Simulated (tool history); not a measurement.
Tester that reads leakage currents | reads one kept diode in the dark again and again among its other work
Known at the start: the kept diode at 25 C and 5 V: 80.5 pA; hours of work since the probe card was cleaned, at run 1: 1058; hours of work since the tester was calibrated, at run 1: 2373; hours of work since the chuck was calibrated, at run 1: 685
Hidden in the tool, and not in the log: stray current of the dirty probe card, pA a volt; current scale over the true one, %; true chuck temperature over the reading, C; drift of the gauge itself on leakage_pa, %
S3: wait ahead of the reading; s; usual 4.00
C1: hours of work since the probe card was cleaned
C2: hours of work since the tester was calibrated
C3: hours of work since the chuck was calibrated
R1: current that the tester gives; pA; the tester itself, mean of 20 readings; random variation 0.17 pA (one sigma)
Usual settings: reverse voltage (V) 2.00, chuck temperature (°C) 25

run 1 hour=0.0 | reverse_voltage_(V)=2.00 chuck_temperature_(°C)=25 S3=4.00 | C1=1058 C2=2373 C3=685 | R1=56.38
run 2 hour=81.1 | reverse_voltage_(V)=2.00 chuck_temperature_(°C)=25 S3=4.00 | C1=1112 C2=2427 C3=739 | R1=56.41
run 3 hour=180.3 | reverse_voltage_(V)=2.00 chuck_temperature_(°C)=25 S3=4.00 | C1=1179 C2=2494 C3=806 | R1=56.17
run 4 hour=244.8 | reverse_voltage_(V)=4.25 chuck_temperature_(°C)=25 S3=4.00 | C1=1222 C2=2537 C3=849 | R1=80.78
-- hour=267.1 chuck's temperature calibrated
run 5 hour=328.1 | reverse_voltage_(V)=2.00 chuck_temperature_(°C)=25 S3=1.53 | C1=1277 C2=2592 C3=41 | R1=55.33
-- hour=363.2 probe card cleaned and baked
run 6 hour=445.5 | reverse_voltage_(V)=2.00 chuck_temperature_(°C)=25 S3=1.53 | C1=55 C2=2669 C3=118 | R1=49.54
run 7 hour=552.1 | reverse_voltage_(V)=2.00 chuck_temperature_(°C)=25 S3=1.53 | C1=127 C2=2740 C3=189 | R1=49.51
run 8 hour=634.0 | reverse_voltage_(V)=2.00 chuck_temperature_(°C)=25 S3=1.53 | C1=182 C2=2795 C3=244 | R1=49.68
run 9 hour=718.8 | reverse_voltage_(V)=2.00 chuck_temperature_(°C)=25 S3=4.00 | C1=239 C2=2852 C3=301 | R1=49.25
-- hour=768.4 chuck's temperature calibrated, once more
run 10 hour=843.1 | reverse_voltage_(V)=2.00 chuck_temperature_(°C)=25 S3=4.00 | C1=321 C2=2934 C3=50 | R1=57.51
run 11 hour=901.9 | reverse_voltage_(V)=12.87 chuck_temperature_(°C)=25 S3=4.00 | C1=361 C2=2974 C3=90 | R1=131.35
run 12 hour=1015.6 | reverse_voltage_(V)=1.74 chuck_temperature_(°C)=25 S3=4.00 | C1=437 C2=3050 C3=166 | R1=53.77
run 13 hour=1107.7 | reverse_voltage_(V)=1.74 chuck_temperature_(°C)=25 S3=4.00 | C1=499 C2=3112 C3=228 | R1=53.87
run 14 hour=1206.2 | reverse_voltage_(V)=1.74 chuck_temperature_(°C)=25 S3=4.00 | C1=565 C2=3178 C3=294 | R1=53.71
run 15 hour=1332.2 | reverse_voltage_(V)=1.74 chuck_temperature_(°C)=39 S3=4.00 | C1=650 C2=3263 C3=379 | R1=162.15
run 16 hour=1414.7 | reverse_voltage_(V)=2.00 chuck_temperature_(°C)=25 S3=4.00 | C1=705 C2=3318 C3=434 | R1=57.05
run 17 hour=1542.2 | reverse_voltage_(V)=11.50 chuck_temperature_(°C)=51 S3=0.38 | C1=791 C2=3404 C3=520 | R1=864.96
run 18 hour=1638.7 | reverse_voltage_(V)=8.62 chuck_temperature_(°C)=34 S3=5.57 | C1=855 C2=3469 C3=585 | R1=220.09
run 19 hour=1693.6 | reverse_voltage_(V)=1.09 chuck_temperature_(°C)=20 S3=5.57 | C1=892 C2=3506 C3=622 | R1=28.87
run 20 hour=1770.4 | reverse_voltage_(V)=5.20 chuck_temperature_(°C)=56 S3=5.57 | C1=944 C2=3557 C3=673 | R1=861.17
run 21 hour=1870.0 | reverse_voltage_(V)=5.20 chuck_temperature_(°C)=56 S3=5.57 | C1=1011 C2=3624 C3=740 | R1=856.80
run 22 hour=1948.9 | reverse_voltage_(V)=2.00 chuck_temperature_(°C)=25 S3=4.16 | C1=1064 C2=3677 C3=793 | R1=56.53
-- hour=2053.0 chuck's temperature calibrated
run 23 hour=2057.3 | reverse_voltage_(V)=2.00 chuck_temperature_(°C)=25 S3=4.16 | C1=1135 C2=3749 C3=3 | R1=61.29
run 24 hour=2191.9 | reverse_voltage_(V)=2.00 chuck_temperature_(°C)=25 S3=4.16 | C1=1226 C2=3839 C3=93 | R1=60.97
run 25 hour=2265.5 | reverse_voltage_(V)=5.33 chuck_temperature_(°C)=58 S3=1.57 | C1=1275 C2=3889 C3=143 | R1=1042.52
-- hour=2300.3 probe card cleaned and baked
run 26 hour=2364.5 | reverse_voltage_(V)=5.33 chuck_temperature_(°C)=58 S3=1.57 | C1=43 C2=3953 C3=207 | R1=1022.27
run 27 hour=2419.8 | reverse_voltage_(V)=5.33 chuck_temperature_(°C)=58 S3=1.57 | C1=80 C2=3990 C3=244 | R1=1020.28
-- hour=2444.1 tester calibrated
run 28 hour=2513.7 | reverse_voltage_(V)=4.59 chuck_temperature_(°C)=43 S3=4.00 | C1=142 C2=47 C3=306 | R1=319.58
run 29 hour=2638.2 | reverse_voltage_(V)=11.94 chuck_temperature_(°C)=30 S3=6.48 | C1=226 C2=130 C3=390 | R1=175.44
run 30 hour=2762.5 | reverse_voltage_(V)=11.94 chuck_temperature_(°C)=30 S3=6.48 | C1=309 C2=214 C3=473 | R1=175.36
run 31 hour=2840.7 | reverse_voltage_(V)=2.59 chuck_temperature_(°C)=30 S3=6.63 | C1=362 C2=266 C3=526 | R1=90.25

The same runs without the tool's hidden state, with the same run-to-run variation:
run=1 R1=55.27
run=2 R1=55.35
run=3 R1=55.22
run=4 R1=75.72
run=5 R1=55.45
run=6 R1=55.11
run=7 R1=55.17
run=8 R1=55.41
run=9 R1=55.01
run=10 R1=55.16
run=11 R1=119.75
run=12 R1=51.86
run=13 R1=52.09
run=14 R1=52.01
run=15 R1=161.93
run=16 R1=55.28
run=17 R1=865.92
run=18 R1=211.81
run=19 R1=28.04
run=20 R1=882.47
run=21 R1=881.76
run=22 R1=55.25
run=23 R1=55.34
run=24 R1=55.21
run=25 R1=1020.47
run=26 R1=1019.71
run=27 R1=1020.34
run=28 R1=326.72
run=29 R1=176.27
run=30 R1=175.53
run=31 R1=92.96
